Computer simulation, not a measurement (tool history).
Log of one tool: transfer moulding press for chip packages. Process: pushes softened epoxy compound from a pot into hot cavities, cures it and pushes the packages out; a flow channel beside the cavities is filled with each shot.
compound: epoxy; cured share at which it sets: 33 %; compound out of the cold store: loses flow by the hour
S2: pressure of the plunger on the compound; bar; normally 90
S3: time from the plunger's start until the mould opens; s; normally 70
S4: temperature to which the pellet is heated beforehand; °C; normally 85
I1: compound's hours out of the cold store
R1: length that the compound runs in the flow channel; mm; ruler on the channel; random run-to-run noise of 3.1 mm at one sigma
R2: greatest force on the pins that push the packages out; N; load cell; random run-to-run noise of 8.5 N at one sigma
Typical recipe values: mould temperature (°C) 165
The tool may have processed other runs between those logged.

Run 1, hour 0: usual settings; I1 45.4. Result: R1 674 mm, R2 366 N.
At hour 8.4: cavities cleaned with cleaning compound and waxed.
Run 2, hour 10.5: usual settings; I1 18.8. Result: R1 748 mm, R2 370 N.
Run 3, hour 16.3: usual settings; I1 30.6. Result: R1 711 mm, R2 370 N.
Run 4, hour 26.5: usual settings but S3 99 s; I1 42.6. Result: R1 675 mm, R2 279 N.
Run 5, hour 34.1: usual settings; I1 8.4. Result: R1 776 mm, R2 397 N.
Run 6, hour 40.8: usual settings but S3 91 s; I1 19. Result: R1 741 mm, R2 292 N.
Run 7, hour 50.2: usual settings but mould temperature (°C) 158; I1 29. Result: R1 740 mm, R2 656 N.
Run 8, hour 55.4: usual settings but mould temperature (°C) 158; I1 38.3. Result: R1 714 mm, R2 618 N.
Run 9, hour 67: usual settings but mould temperature (°C) 158; I1 33.7. Result: R1 722 mm, R2 635 N.
Run 10, hour 78.1: usual settings; I1 23.3. Result: R1 729 mm, R2 372 N.
Run 11, hour 88.1: usual settings; I1 26. Result: R1 727 mm, R2 372 N.
Run 12, hour 95: usual settings; I1 39.2. Result: R1 689 mm, R2 377 N.
At hour 99.7: cavities cleaned with cleaning compound and waxed.
Run 13, hour 102.4: usual settings; I1 47.9. Result: R1 666 mm, R2 353 N.
Run 14, hour 108.2: usual settings; I1 19.3. Result: R1 742 mm, R2 386 N.
Run 15, hour 114.7: usual settings; I1 23.5. Result: R1 735 mm, R2 367 N.
Run 16, hour 123.2: usual settings but S3 62 s; I1 33. Result: R1 706 mm, R2 481 N.
Run 17, hour 134.7: usual settings but mould temperature (°C) 161, S2 69.7 bar, S3 80 s, S4 92 °C; I1 10.8. Result: R1 683 mm, R2 366 N.
Run 18, hour 145.4: usual settings but mould temperature (°C) 159, S2 69.7 bar, S3 80 s, S4 86 °C; I1 14.2. Result: R1 690 mm, R2 435 N.
Run 19, hour 153.9: usual settings but S2 107 bar; I1 47.9. Result: R1 723 mm, R2 362 N.
Run 20, hour 165.1: usual settings but S2 107 bar; I1 32. Result: R1 768 mm, R2 374 N.
Run 21, hour 173.1: usual settings but mould temperature (°C) 172, S2 82.1 bar, S3 79 s, S4 86 °C; I1 16.8. Result: R1 699 mm, R2 274 N.
Run 22, hour 183.7: usual settings but mould temperature (°C) 172, S2 82.1 bar, S3 107 s, S4 86 °C; I1 8.2. Result: R1 716 mm, R2 284 N.
At hour 191.1: cavities cleaned with cleaning compound and waxed.
Run 23, hour 195.5: usual settings but mould temperature (°C) 172, S2 82.5 bar, S3 107 s, S4 78 °C; I1 18.8. Result: R1 697 mm, R2 266 N.
Run 24, hour 206.4: usual settings but mould temperature (°C) 172, S2 82.5 bar, S3 107 s, S4 78 °C; I1 34.3. Result: R1 650 mm, R2 263 N.
Run 25, hour 212.9: usual settings but mould temperature (°C) 158, S2 102.4 bar, S3 91 s, S4 78 °C; I1 34.9. Result: R1 779 mm, R2 365 N.
Run 26, hour 223.8: usual settings but S2 97.1 bar, S4 90 °C; I1 32.3. Result: R1 735 mm, R2 380 N.
Run 27, hour 232.5: usual settings but mould temperature (°C) 163, S2 84 bar, S3 73 s; I1 21.2. Result: R1 724 mm, R2 399 N.
Run 28, hour 241.2: usual settings but mould temperature (°C) 163, S2 84 bar, S3 73 s; I1 12. Result: R1 745 mm, R2 400 N.
Run 29, hour 246.7: usual settings but mould temperature (°C) 163, S2 84 bar, S3 73 s; I1 40. Result: R1 668 mm, R2 373 N.

Forecast each of these 4 alternatives for the next run:
Run A, hour 253.7: usual settings but S2 103.1 bar, S3 68 s; I1 43.8. Result: R1 ?, R2 ?.
Run B, hour 253.7: usual settings but mould temperature (°C) 160, S2 76.9 bar; I1 42.9. Result: R1 ?, R2 ?.
Run C, hour 253.7: usual settings but mould temperature (°C) 163, S2 109.4 bar, S3 73 s; I1 44.5. Result: R1 ?, R2 ?.
Run D, hour 253.7: usual settings but mould temperature (°C) 172, S4 90 °C; I1 32.8. Result: R1 ?, R2 ?.

run   R1   R2
  A  730  387
  B  644  506
  C  756  388
  D  686  284
Without the tool's unlogged condition, the same runs would have read:
run   R1   R2
  A  730  385
  B  644  504
  C  756  386
  D  686  283
